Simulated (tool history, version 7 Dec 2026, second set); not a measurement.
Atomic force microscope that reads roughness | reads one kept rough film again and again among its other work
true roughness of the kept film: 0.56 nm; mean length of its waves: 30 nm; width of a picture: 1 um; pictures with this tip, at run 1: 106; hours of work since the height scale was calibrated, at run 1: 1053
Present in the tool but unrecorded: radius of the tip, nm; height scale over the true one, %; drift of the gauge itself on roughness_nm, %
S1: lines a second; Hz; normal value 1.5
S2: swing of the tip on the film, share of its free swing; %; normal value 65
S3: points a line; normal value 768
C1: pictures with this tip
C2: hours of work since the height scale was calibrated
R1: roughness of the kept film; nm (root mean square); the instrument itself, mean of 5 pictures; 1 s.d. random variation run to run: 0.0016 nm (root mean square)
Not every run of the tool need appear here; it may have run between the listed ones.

{"run": 1, "hour": 0.0, "S1": 1.5, "S2": 65, "S3": 768, "C1": 106, "C2": 1053, "R1": 0.526}
{"hour": 21.7, "done": "new tip fitted"}
{"run": 2, "hour": 31.7, "S1": 1.5, "S2": 65, "S3": 768, "C1": 18, "C2": 1073, "R1": 0.529}
{"run": 3, "hour": 65.6, "S1": 1.5, "S2": 65, "S3": 768, "C1": 79, "C2": 1094, "R1": 0.528}
{"hour": 102.8, "done": "new tip fitted"}
{"run": 4, "hour": 119.4, "S1": 1.5, "S2": 65, "S3": 768, "C1": 30, "C2": 1128, "R1": 0.527}
{"run": 5, "hour": 154.7, "S1": 1.5, "S2": 82, "S3": 768, "C1": 94, "C2": 1151, "R1": 0.496}
{"hour": 181.8, "done": "new tip fitted"}
{"run": 6, "hour": 210.1, "S1": 1.5, "S2": 65, "S3": 768, "C1": 51, "C2": 1186, "R1": 0.528}
{"hour": 261.2, "done": "new tip fitted"}
{"run": 7, "hour": 261.2, "S1": 1.5, "S2": 65, "S3": 768, "C1": 0, "C2": 1218, "R1": 0.527}
{"run": 8, "hour": 291.6, "S1": 1.5, "S2": 63, "S3": 768, "C1": 55, "C2": 1237, "R1": 0.531}
{"run": 9, "hour": 323.3, "S1": 1.5, "S2": 63, "S3": 768, "C1": 112, "C2": 1257, "R1": 0.528}
{"hour": 342.6, "done": "new tip fitted"}
{"run": 10, "hour": 349.1, "S1": 0.87, "S2": 65, "S3": 768, "C1": 12, "C2": 1273, "R1": 0.538}
{"run": 11, "hour": 379.9, "S1": 0.87, "S2": 65, "S3": 768, "C1": 67, "C2": 1293, "R1": 0.534}
{"hour": 390.8, "done": "height scale calibrated on a step standard"}
{"hour": 422.7, "done": "new tip fitted"}
{"run": 12, "hour": 428.3, "S1": 1.5, "S2": 65, "S3": 768, "C1": 10, "C2": 24, "R1": 0.525}
{"run": 13, "hour": 451.1, "S1": 1.5, "S2": 65, "S3": 881, "C1": 51, "C2": 38, "R1": 0.526}
{"run": 14, "hour": 493.8, "S1": 1.5, "S2": 65, "S3": 645, "C1": 128, "C2": 65, "R1": 0.523}
{"hour": 503.5, "done": "new tip fitted"}
{"run": 15, "hour": 537.2, "S1": 1.5, "S2": 65, "S3": 768, "C1": 61, "C2": 93, "R1": 0.532}
{"run": 16, "hour": 568.9, "S1": 0.52, "S2": 57, "S3": 768, "C1": 118, "C2": 113, "R1": 0.544}
{"hour": 583.6, "done": "new tip fitted"}
{"run": 17, "hour": 616.6, "S1": 0.75, "S2": 70, "S3": 371, "C1": 59, "C2": 143, "R1": 0.528}
{"hour": 666.4, "done": "new tip fitted"}
{"run": 18, "hour": 666.6, "S1": 1.77, "S2": 65, "S3": 768, "C1": 1, "C2": 174, "R1": 0.525}
{"run": 19, "hour": 709.9, "S1": 1.77, "S2": 65, "S3": 768, "C1": 79, "C2": 202, "R1": 0.523}
{"hour": 745.0, "done": "new tip fitted"}
{"run": 20, "hour": 745.0, "S1": 1.77, "S2": 65, "S3": 768, "C1": 0, "C2": 224, "R1": 0.522}
{"run": 21, "hour": 784.5, "S1": 1.06, "S2": 56, "S3": 395, "C1": 71, "C2": 249, "R1": 0.537}
{"hour": 826.1, "done": "new tip fitted"}
{"run": 22, "hour": 828.6, "S1": 1.5, "S2": 65, "S3": 537, "C1": 4, "C2": 277, "R1": 0.527}
{"run": 23, "hour": 878.7, "S1": 1.59, "S2": 72, "S3": 684, "C1": 94, "C2": 309, "R1": 0.513}
{"hour": 905.9, "done": "new tip fitted"}
{"run": 24, "hour": 910.8, "S1": 0.74, "S2": 67, "S3": 793, "C1": 8, "C2": 329, "R1": 0.541}
{"run": 25, "hour": 957.1, "S1": 2.61, "S2": 67, "S3": 793, "C1": 92, "C2": 358, "R1": 0.506}
{"run": 26, "hour": 979.6, "S1": 2.61, "S2": 67, "S3": 793, "C1": 132, "C2": 372, "R1": 0.507}
{"hour": 984.9, "done": "new tip fitted"}
{"run": 27, "hour": 1029.1, "S1": 1.84, "S2": 88, "S3": 277, "C1": 80, "C2": 404, "R1": 0.463}
{"hour": 1064.6, "done": "new tip fitted"}
{"run": 28, "hour": 1067.8, "S1": 1.5, "S2": 59, "S3": 756, "C1": 6, "C2": 428, "R1": 0.535}
{"run": 29, "hour": 1097.7, "S1": 1.5, "S2": 59, "S3": 756, "C1": 60, "C2": 447, "R1": 0.537}

Each row is a separate what-if for the run after 29, all from the same tool condition, not one after another. Results?
{"run": "A", "hour": 1126.7, "S1": 0.76, "S2": 66, "S3": 756, "C1": 112, "C2": 465, "R1": "?"}
{"run": "B", "hour": 1126.7, "S1": 0.82, "S2": 72, "S3": 330, "C1": 112, "C2": 465, "R1": "?"}
{"run": "C", "hour": 1126.7, "S1": 0.83, "S2": 72, "S3": 756, "C1": 112, "C2": 465, "R1": "?"}
{"run": "D", "hour": 1126.7, "S1": 0.72, "S2": 58, "S3": 420, "C1": 112, "C2": 465, "R1": "?"}
{"run": "E", "hour": 1126.7, "S1": 3.99, "S2": 80, "S3": 465, "C1": 112, "C2": 465, "R1": "?"}

run=A R1=0.536
run=B R1=0.525
run=C R1=0.531
run=D R1=0.542
run=E R1=0.436
What these runs would have given with no unlogged condition in the tool:
run=A R1=0.537
run=B R1=0.526
run=C R1=0.531
run=D R1=0.543
run=E R1=0.437

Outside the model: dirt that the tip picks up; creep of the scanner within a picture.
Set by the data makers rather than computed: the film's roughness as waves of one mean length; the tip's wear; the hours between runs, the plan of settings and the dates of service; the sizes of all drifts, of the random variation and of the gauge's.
